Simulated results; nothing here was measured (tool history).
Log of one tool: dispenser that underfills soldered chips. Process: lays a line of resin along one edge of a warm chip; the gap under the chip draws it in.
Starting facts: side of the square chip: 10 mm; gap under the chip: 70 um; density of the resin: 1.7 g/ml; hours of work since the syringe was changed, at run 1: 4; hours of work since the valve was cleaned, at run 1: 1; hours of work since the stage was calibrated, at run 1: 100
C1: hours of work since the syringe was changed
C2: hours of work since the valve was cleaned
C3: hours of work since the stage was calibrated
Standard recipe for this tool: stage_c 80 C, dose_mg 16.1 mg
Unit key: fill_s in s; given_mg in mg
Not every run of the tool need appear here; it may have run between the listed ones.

run 1 hour=0.0 | stage_c=80 dose_mg=16.1 | C1=4 C2=1 C3=100 | fill_s=190.5 given_mg=16.05
-- hour=3.6 new syringe of resin
run 2 hour=10.3 | stage_c=80 dose_mg=16.1 | C1=5 C2=9 C3=108 | fill_s=202.0 given_mg=15.97
-- hour=12.8 new syringe of resin
run 3 hour=18.1 | stage_c=80 dose_mg=16.8 | C1=4 C2=15 C3=114 | fill_s=187.3 given_mg=16.59
-- hour=22.7 new syringe of resin
run 4 hour=27.5 | stage_c=80 dose_mg=16.8 | C1=4 C2=22 C3=121 | fill_s=187.8 given_mg=16.68
-- hour=32.5 new syringe of resin
run 5 hour=37.2 | stage_c=80 dose_mg=17.6 | C1=4 C2=29 C3=128 | fill_s=189.8 given_mg=17.23
-- hour=41.8 new syringe of resin
run 6 hour=45.5 | stage_c=80 dose_mg=14.5 | C1=3 C2=35 C3=135 | fill_s=181.3 given_mg=14.07
run 7 hour=49.9 | stage_c=80 dose_mg=14.5 | C1=6 C2=39 C3=138 | fill_s=231.6 given_mg=14.03
-- hour=50.9 new syringe of resin
run 8 hour=58.2 | stage_c=66 dose_mg=16.1 | C1=6 C2=45 C3=144 | fill_s=448.2 given_mg=15.50
-- hour=60.4 new syringe of resin
run 9 hour=68.5 | stage_c=66 dose_mg=16.1 | C1=6 C2=53 C3=152 | fill_s=459.7 given_mg=15.43
-- hour=69.8 new syringe of resin
run 10 hour=77.9 | stage_c=66 dose_mg=16.1 | C1=6 C2=60 C3=159 | fill_s=473.7 given_mg=15.32
-- hour=79.7 new syringe of resin
run 11 hour=87.3 | stage_c=80 dose_mg=16.1 | C1=6 C2=67 C3=166 | fill_s=219.3 given_mg=15.24
-- hour=89.4 new syringe of resin
-- hour=92.7 dispensing valve cleaned and set on the balance
run 12 hour=98.3 | stage_c=80 dose_mg=15.9 | C1=6 C2=4 C3=174 | fill_s=214.7 given_mg=15.91
-- hour=99.6 new syringe of resin
run 13 hour=104.5 | stage_c=80 dose_mg=15.9 | C1=4 C2=9 C3=179 | fill_s=192.4 given_mg=15.72
-- hour=109.2 new syringe of resin
run 14 hour=114.1 | stage_c=80 dose_mg=15.9 | C1=4 C2=16 C3=186 | fill_s=192.9 given_mg=15.54
-- hour=118.5 new syringe of resin
run 15 hour=124.6 | stage_c=80 dose_mg=14.5 | C1=5 C2=24 C3=194 | fill_s=212.3 given_mg=14.18
-- hour=128.2 new syringe of resin
run 16 hour=135.5 | stage_c=80 dose_mg=14.5 | C1=6 C2=33 C3=202 | fill_s=223.6 given_mg=13.98
-- hour=138.0 new syringe of resin
run 17 hour=146.4 | stage_c=82 dose_mg=14.5 | C1=7 C2=41 C3=210 | fill_s=221.6 given_mg=13.97
-- hour=147.6 new syringe of resin
-- hour=156.8 new syringe of resin
run 18 hour=156.8 | stage_c=87 dose_mg=18.1 | C1=0 C2=48 C3=218 | fill_s=107.0 given_mg=17.24
-- hour=165.9 new syringe of resin
run 19 hour=167.0 | stage_c=65 dose_mg=14.0 | C1=1 C2=56 C3=226 | fill_s=373.2 given_mg=13.23
run 20 hour=172.9 | stage_c=67 dose_mg=17.4 | C1=5 C2=61 C3=230 | fill_s=424.8 given_mg=16.31
-- hour=175.6 new syringe of resin
run 21 hour=178.5 | stage_c=83 dose_mg=16.8 | C1=2 C2=65 C3=235 | fill_s=151.5 given_mg=15.74
-- hour=185.1 new syringe of resin
-- hour=186.9 dispensing valve cleaned and set on the balance
run 22 hour=190.4 | stage_c=80 dose_mg=20.2 | C1=3 C2=3 C3=243 | fill_s=178.3 given_mg=20.27
-- hour=195.5 new syringe of resin
run 23 hour=196.1 | stage_c=80 dose_mg=20.2 | C1=0 C2=7 C3=247 | fill_s=153.8 given_mg=20.17
-- hour=204.8 new syringe of resin
run 24 hour=204.8 | stage_c=80 dose_mg=15.0 | C1=0 C2=14 C3=254 | fill_s=153.5 given_mg=14.87
run 25 hour=213.3 | stage_c=74 dose_mg=19.2 | C1=7 C2=20 C3=260 | fill_s=309.3 given_mg=18.77
-- hour=214.6 new syringe of resin
run 26 hour=222.2 | stage_c=83 dose_mg=15.8 | C1=6 C2=27 C3=267 | fill_s=193.6 given_mg=15.39
-- hour=223.8 new syringe of resin
run 27 hour=227.4 | stage_c=81 dose_mg=16.2 | C1=3 C2=31 C3=271 | fill_s=174.4 given_mg=15.77
-- hour=233.0 new syringe of resin
run 28 hour=235.9 | stage_c=81 dose_mg=16.2 | C1=2 C2=37 C3=277 | fill_s=169.3 given_mg=15.64
-- hour=242.5 new syringe of resin
run 29 hour=246.0 | stage_c=89 dose_mg=15.8 | C1=3 C2=45 C3=285 | fill_s=116.1 given_mg=15.12
run 30 hour=251.3 | stage_c=89 dose_mg=15.8 | C1=7 C2=49 C3=289 | fill_s=150.0 given_mg=15.08
-- hour=252.1 new syringe of resin
run 31 hour=260.5 | stage_c=89 dose_mg=15.8 | C1=7 C2=56 C3=296 | fill_s=155.3 given_mg=14.95
-- hour=261.6 new syringe of resin
run 32 hour=267.8 | stage_c=89 dose_mg=15.8 | C1=5 C2=61 C3=302 | fill_s=135.8 given_mg=15.02
-- hour=270.9 new syringe of resin
run 33 hour=278.7 | stage_c=66 dose_mg=16.9 | C1=6 C2=70 C3=310 | fill_s=468.2 given_mg=15.96
-- hour=280.6 dispensing valve cleaned and set on the balance
-- hour=281.5 new syringe of resin
run 34 hour=285.1 | stage_c=85 dose_mg=16.1 | C1=3 C2=3 C3=314 | fill_s=140.9 given_mg=16.13

4 options for the next run, each taken on its own from the tool as it stands now. Forecast them:
-- hour=290.8 new syringe of resin
run A hour=292.8 | stage_c=66 dose_mg=15.8 | C1=2 C2=9 C3=320 | fill_s=? given_mg=?
-- hour=290.8 new syringe of resin
run B hour=292.8 | stage_c=66 dose_mg=19.4 | C1=2 C2=9 C3=320 | fill_s=? given_mg=?
-- hour=290.8 new syringe of resin
run C hour=292.8 | stage_c=85 dose_mg=15.3 | C1=2 C2=9 C3=320 | fill_s=? given_mg=?
-- hour=290.8 new syringe of resin
run D hour=292.8 | stage_c=83 dose_mg=17.4 | C1=2 C2=9 C3=320 | fill_s=? given_mg=?

run=A fill_s=351.6 given_mg=15.71
run=B fill_s=335.8 given_mg=19.20
run=C fill_s=134.9 given_mg=15.10
run=D fill_s=142.4 given_mg=17.38
With no hidden state in the tool, these same runs would have given:
run=A fill_s=292.4 given_mg=15.83
run=B fill_s=279.6 given_mg=19.36
run=C fill_s=113.1 given_mg=15.22
run=D fill_s=119.3 given_mg=17.52
